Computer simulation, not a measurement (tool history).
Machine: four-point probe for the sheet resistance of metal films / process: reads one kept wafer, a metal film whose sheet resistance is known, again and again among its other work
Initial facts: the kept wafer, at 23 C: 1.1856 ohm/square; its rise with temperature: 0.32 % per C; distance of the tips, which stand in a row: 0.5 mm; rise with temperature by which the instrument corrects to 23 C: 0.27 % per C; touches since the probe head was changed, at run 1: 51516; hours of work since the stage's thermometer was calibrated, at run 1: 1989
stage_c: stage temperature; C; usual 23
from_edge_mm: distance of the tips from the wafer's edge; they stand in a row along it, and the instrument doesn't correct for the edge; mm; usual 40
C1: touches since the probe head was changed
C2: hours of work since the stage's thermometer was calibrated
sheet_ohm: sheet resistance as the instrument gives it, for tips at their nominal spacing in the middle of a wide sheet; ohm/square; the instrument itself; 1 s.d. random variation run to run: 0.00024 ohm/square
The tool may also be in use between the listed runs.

{"run": 1, "hour": 0.0, "stage_c": 23, "from_edge_mm": 40, "C1": 51516, "C2": 1989, "sheet_ohm": 1.18853}
{"run": 2, "hour": 60.0, "stage_c": 23, "from_edge_mm": 40, "C1": 52619, "C2": 2035, "sheet_ohm": 1.188474}
{"run": 3, "hour": 96.3, "stage_c": 23, "from_edge_mm": 40, "C1": 53287, "C2": 2062, "sheet_ohm": 1.188629}
{"run": 4, "hour": 137.3, "stage_c": 23, "from_edge_mm": 40, "C1": 54040, "C2": 2094, "sheet_ohm": 1.189131}
{"run": 5, "hour": 174.0, "stage_c": 23, "from_edge_mm": 40, "C1": 54714, "C2": 2122, "sheet_ohm": 1.188873}
{"run": 6, "hour": 224.0, "stage_c": 25, "from_edge_mm": 40, "C1": 55633, "C2": 2160, "sheet_ohm": 1.190722}
{"run": 7, "hour": 291.6, "stage_c": 19, "from_edge_mm": 40, "C1": 56876, "C2": 2212, "sheet_ohm": 1.186677}
{"run": 8, "hour": 320.5, "stage_c": 19, "from_edge_mm": 40, "C1": 57408, "C2": 2234, "sheet_ohm": 1.186744}
{"run": 9, "hour": 370.1, "stage_c": 19, "from_edge_mm": 40, "C1": 58321, "C2": 2272, "sheet_ohm": 1.186799}
{"run": 10, "hour": 435.3, "stage_c": 23, "from_edge_mm": 40, "C1": 59519, "C2": 2322, "sheet_ohm": 1.189816}
{"hour": 460.1, "done": "stage's thermometer calibrated"}
{"run": 11, "hour": 476.2, "stage_c": 23, "from_edge_mm": 40, "C1": 60261, "C2": 12, "sheet_ohm": 1.187816}
{"run": 12, "hour": 538.5, "stage_c": 23, "from_edge_mm": 33, "C1": 61407, "C2": 60, "sheet_ohm": 1.188184}
{"run": 13, "hour": 606.6, "stage_c": 23, "from_edge_mm": 33, "C1": 62659, "C2": 112, "sheet_ohm": 1.188488}
{"run": 14, "hour": 637.2, "stage_c": 23, "from_edge_mm": 33, "C1": 63222, "C2": 135, "sheet_ohm": 1.188812}
{"run": 15, "hour": 676.4, "stage_c": 23, "from_edge_mm": 33, "C1": 63943, "C2": 165, "sheet_ohm": 1.188646}
{"run": 16, "hour": 743.9, "stage_c": 23, "from_edge_mm": 33, "C1": 65183, "C2": 217, "sheet_ohm": 1.188955}
{"run": 17, "hour": 786.4, "stage_c": 18, "from_edge_mm": 43, "C1": 65964, "C2": 249, "sheet_ohm": 1.185128}
{"run": 18, "hour": 855.8, "stage_c": 18, "from_edge_mm": 43, "C1": 67240, "C2": 302, "sheet_ohm": 1.185942}
{"run": 19, "hour": 897.3, "stage_c": 27, "from_edge_mm": 40, "C1": 68004, "C2": 334, "sheet_ohm": 1.191834}
{"run": 20, "hour": 927.8, "stage_c": 27, "from_edge_mm": 24, "C1": 68564, "C2": 357, "sheet_ohm": 1.192307}
{"run": 21, "hour": 983.3, "stage_c": 27, "from_edge_mm": 24, "C1": 69584, "C2": 400, "sheet_ohm": 1.191818}
{"run": 22, "hour": 1051.7, "stage_c": 28, "from_edge_mm": 40, "C1": 70841, "C2": 452, "sheet_ohm": 1.192257}
{"run": 23, "hour": 1117.7, "stage_c": 20, "from_edge_mm": 8, "C1": 72054, "C2": 503, "sheet_ohm": 1.190541}
{"run": 24, "hour": 1150.4, "stage_c": 20, "from_edge_mm": 14, "C1": 72657, "C2": 528, "sheet_ohm": 1.188582}
{"run": 25, "hour": 1185.5, "stage_c": 18, "from_edge_mm": 12, "C1": 73302, "C2": 554, "sheet_ohm": 1.188076}
{"run": 26, "hour": 1234.3, "stage_c": 27, "from_edge_mm": 56, "C1": 74198, "C2": 592, "sheet_ohm": 1.192279}
{"run": 27, "hour": 1265.0, "stage_c": 27, "from_edge_mm": 56, "C1": 74763, "C2": 615, "sheet_ohm": 1.19246}
{"run": 28, "hour": 1295.8, "stage_c": 19, "from_edge_mm": 29, "C1": 75330, "C2": 639, "sheet_ohm": 1.18764}
{"run": 29, "hour": 1345.1, "stage_c": 19, "from_edge_mm": 29, "C1": 76236, "C2": 676, "sheet_ohm": 1.187713}
{"run": 30, "hour": 1406.6, "stage_c": 27, "from_edge_mm": 4, "C1": 77367, "C2": 723, "sheet_ohm": 1.202832}
{"run": 31, "hour": 1458.1, "stage_c": 22, "from_edge_mm": 18, "C1": 78314, "C2": 763, "sheet_ohm": 1.190282}

4 ways to go on from here, each from the tool as it stands after run 31. What would each give?
{"run": "A", "hour": 1518.0, "stage_c": 22, "from_edge_mm": 39, "C1": 79414, "C2": 808, "sheet_ohm": "?"}
{"run": "B", "hour": 1518.0, "stage_c": 20, "from_edge_mm": 40, "C1": 79414, "C2": 808, "sheet_ohm": "?"}
{"run": "C", "hour": 1518.0, "stage_c": 23, "from_edge_mm": 17, "C1": 79414, "C2": 808, "sheet_ohm": "?"}
{"run": "D", "hour": 1518.0, "stage_c": 19, "from_edge_mm": 27, "C1": 79414, "C2": 808, "sheet_ohm": "?"}

run=A sheet_ohm=1.190005
run=B sheet_ohm=1.188938
run=C sheet_ohm=1.191483
run=D sheet_ohm=1.188260
Take away the tool's hidden state, keep each run's random variation, and the runs would have read:
run=A sheet_ohm=1.184899
run=B sheet_ohm=1.183828
run=C sheet_ohm=1.186376
run=D sheet_ohm=1.183149
